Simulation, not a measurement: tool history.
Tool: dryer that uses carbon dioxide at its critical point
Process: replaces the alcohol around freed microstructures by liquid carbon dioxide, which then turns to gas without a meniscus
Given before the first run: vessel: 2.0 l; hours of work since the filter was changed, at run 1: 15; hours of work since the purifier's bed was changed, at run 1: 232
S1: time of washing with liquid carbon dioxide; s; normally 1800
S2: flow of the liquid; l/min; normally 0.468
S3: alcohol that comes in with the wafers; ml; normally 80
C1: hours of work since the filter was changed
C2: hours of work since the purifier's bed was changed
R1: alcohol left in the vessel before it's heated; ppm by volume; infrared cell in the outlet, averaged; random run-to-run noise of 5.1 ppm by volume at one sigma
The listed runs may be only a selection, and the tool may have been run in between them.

run,hour,S1,S2,S3,C1,C2,R1
1,0,1800,0.468,80,15,232,153
2,19.4,1800,0.468,80,21,238,154
3,28.6,1800,0.356,80,24,241,414
4,48.4,1800,0.356,80,31,248,430
5,61.7,1800,0.468,80,35,252,159
6,77.2,1800,0.468,80,40,257,165
7,91.5,1800,0.468,80,45,262,161
8,100.4,2520,0.426,118,48,264,96
9,120.9,1800,0.298,95,54,271,1004
10,133.1,1860,0.344,46,58,275,301
11,144.2,1320,0.343,74,62,279,1429
12,160.5,1980,0.584,20,67,284,88
13,170.3,1980,0.584,20,70,287,92
14,179.4,1980,0.584,20,73,290,102

Each row is a separate what-if for the run after 14, all from the same tool condition, not one after another. Results?
A,196.3,1140,0.675,30,79,296,?
B,196.3,1320,0.543,73,79,296,?
C,196.3,1680,0.592,80,79,296,?
D,196.3,1860,0.417,30,79,296,?

run,R1
A,157
B,319
C,119
D,129
Without the tool's unlogged condition, the same runs would have read:
run,R1
A,56
B,176
C,24
D,33
